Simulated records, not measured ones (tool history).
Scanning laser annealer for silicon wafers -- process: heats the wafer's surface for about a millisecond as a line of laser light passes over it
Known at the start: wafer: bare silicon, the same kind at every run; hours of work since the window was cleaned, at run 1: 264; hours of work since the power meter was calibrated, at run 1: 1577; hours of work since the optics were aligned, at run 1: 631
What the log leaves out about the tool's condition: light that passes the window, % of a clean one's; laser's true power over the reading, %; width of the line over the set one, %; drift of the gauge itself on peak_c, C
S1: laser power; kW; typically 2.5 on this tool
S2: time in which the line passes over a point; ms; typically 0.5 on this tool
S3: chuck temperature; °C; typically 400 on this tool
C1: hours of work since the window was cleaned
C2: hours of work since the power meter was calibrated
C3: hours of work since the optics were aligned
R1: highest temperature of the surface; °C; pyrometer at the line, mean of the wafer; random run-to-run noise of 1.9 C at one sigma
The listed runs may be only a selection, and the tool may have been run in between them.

run     day     S1     S2   S3   C1    C2    C3    R1
  1       0    2.5    0.5  400  264  1577   631  1210
  2    2.25    2.5    0.5  400  302  1615   669  1210
  3   4.412    2.5    0.5  400  339  1651   705  1206
  4   6.258    2.5    0.5  361  370  1682   736  1162
  5  10.088  2.606    0.5  361  434  1747   801  1197
  6  12.483  2.606    0.5  361  474  1787   841  1193
  7  14.262  2.606    0.5  361  504  1817   871  1196
  8  16.996  2.606    0.5  361  550  1863   917  1191
  9  20.104    2.5    0.5  400  603  1915   969  1192
 10  22.075    2.5    0.5  400  636  1948  1003  1191
 11  23.771    2.5    0.5  400  664  1977  1031  1189
 12  27.546    2.5    0.5  400  728  2041  1095  1186
 13  31.292    2.5    0.5  400  791  2104  1158  1186
 14  34.421    2.5    0.5  400  844  2156  1210  1180
 15  37.829    2.5    0.5  400  901  2214  1268  1176
     38.204  -- window over the wafer cleaned
     38.412  -- optics aligned, line set to its width
 16  41.983    2.5    0.5  386   60  2279    60  1197
 17  44.954    2.5    0.5  400  110  2329   110  1207
 18  47.558    2.5    0.5  410  154  2372   154  1213
 19  49.592   2.52    0.5  381  188  2407   188  1189
 20  53.138   2.52    0.5  381  248  2466   248  1188
 21  56.329   2.52    0.5  381  301  2520   301  1186
     56.742  -- optics aligned, line set to its width, once more
 22  60.117  2.617  0.486  407  362  2580    57  1239
 23  63.721  2.358  0.486  407  422  2641   117  1156
 24  65.575  2.358  0.486  407  454  2672   149  1153
 25  67.508    2.5  0.367  400  486  2705   181  1091
 26  70.658  2.453  0.585  400  539  2758   234  1242
 27  72.671   2.23  0.533  400  573  2791   268  1131
 28  74.529   2.23  0.533  400  604  2823   299  1128
 29  77.308   2.23  0.533  400  651  2870   346  1127
 30  79.796  2.542  0.377  398  693  2911   388  1097
 31  82.092  2.528  0.377  429  732  2950   427  1126
 32  85.433    2.5  0.361  424  788  3006   483  1095
 33  87.746    2.5  0.566  434  827  3045   522  1262
 34  90.708  2.196  0.382  400  877  3095   572  1000

Below are 3 alternative next runs, each starting from the tool's condition after run 34. Predict each:
     92.579  -- window over the wafer cleaned
  A  93.483  2.196  0.358  394  15  3140  617   ?
     92.579  -- window over the wafer cleaned
  B  93.483    2.5   0.36  400  15  3140  617   ?
     92.579  -- window over the wafer cleaned
  C  93.483   2.63  0.422  381  15  3140  617   ?

run    R1
  A  1009
  B  1098
  C  1177
Take away the tool's hidden state, keep each run's random variation, and the runs would have read:
run    R1
  A  1024
  B  1115
  C  1196
